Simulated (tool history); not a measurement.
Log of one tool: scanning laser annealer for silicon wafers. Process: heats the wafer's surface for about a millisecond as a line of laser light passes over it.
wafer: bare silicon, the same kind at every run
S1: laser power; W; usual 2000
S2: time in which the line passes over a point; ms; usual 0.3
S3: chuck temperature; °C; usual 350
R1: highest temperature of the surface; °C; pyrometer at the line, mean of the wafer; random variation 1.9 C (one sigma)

run    hour    S1     S2   S3    R1
  1       0  2000    0.3  350  1138
  2    37.4  2000    0.3  350  1138
  3   114.2  2000    0.3  350  1139
  4   161.5  2000    0.3  350  1131
  5   219.6  2000    0.3  350  1134
  6   274.6  2000    0.3  350  1132
  7   362.2  2000    0.3  350  1133
  8   423.4  2000    0.3  350  1129
  9   496.1  2000  0.302  350  1132
 10   578.1  2000  0.302  350  1127
 11   635.7  2000    0.3  350  1126
 12   704.1  2000    0.3  350  1122
 13     778  2000    0.3  350  1142
 14   853.7  2000    0.3  350  1142
 15   918.3  2000  0.354  350  1211
 16   978.5  2000    0.3  350  1143
 17  1016.1  2000    0.3  350  1139
 18  1089.9  2000    0.3  350  1140
 19  1129.9  1856    0.3  350  1066
 20  1197.6  1856    0.3  350  1066
 21  1245.2  2000    0.3  330  1115
 22  1290.1  1982    0.3  330  1108
 23  1342.7  2058  0.212  341  1018
 24  1408.3  2000  0.304  350  1137
 25  1450.9  2000  0.358  350  1206
 26  1491.5  1818  0.253  388  1023
 27  1573.1  1756    0.3  350  1014
 28  1620.9  2000    0.3  313  1089
 29  1663.1  1815    0.3  379  1068
 30  1711.6  1815    0.3  379  1064
 31  1790.5  1763  0.339  379  1084
 32    1876  1726  0.265  374   975
 33  1927.9  2149    0.3  350  1221
 34  2006.4  2000  0.214  350  1017
 35    2094  1771  0.215  350   923
 36  2177.6  1771  0.215  350   919
 37  2251.7  1771  0.215  350   920
 38  2306.4  1771  0.329  341  1050
 39  2350.6  2000    0.3  312  1103
 40  2390.4  2000    0.3  312  1099

Taken out of this log: 2 entries between the listed runs. Where each belongs, and how the hidden state differs across it:
Between runs 12 and 13: window over the wafer cleaned (hour 710)
  light that passes the window, % of a clean one's: 97.77 -> 99.65; laser's true power over the reading, %: 0.13 -> 0.14; width of the line over the set one, %: 0.77 -> 0.79
  measured less the result without the state, R1: -26 -> -6 °C
Between runs 32 and 33: window over the wafer cleaned (hour 1927.9)
  light that passes the window, % of a clean one's: 97.59 -> 99.82; laser's true power over the reading, %: 0.32 -> 0.33; width of the line over the set one, %: 1.03 -> 1.04
  measured less the result without the state, R1: -21 -> -5 °C
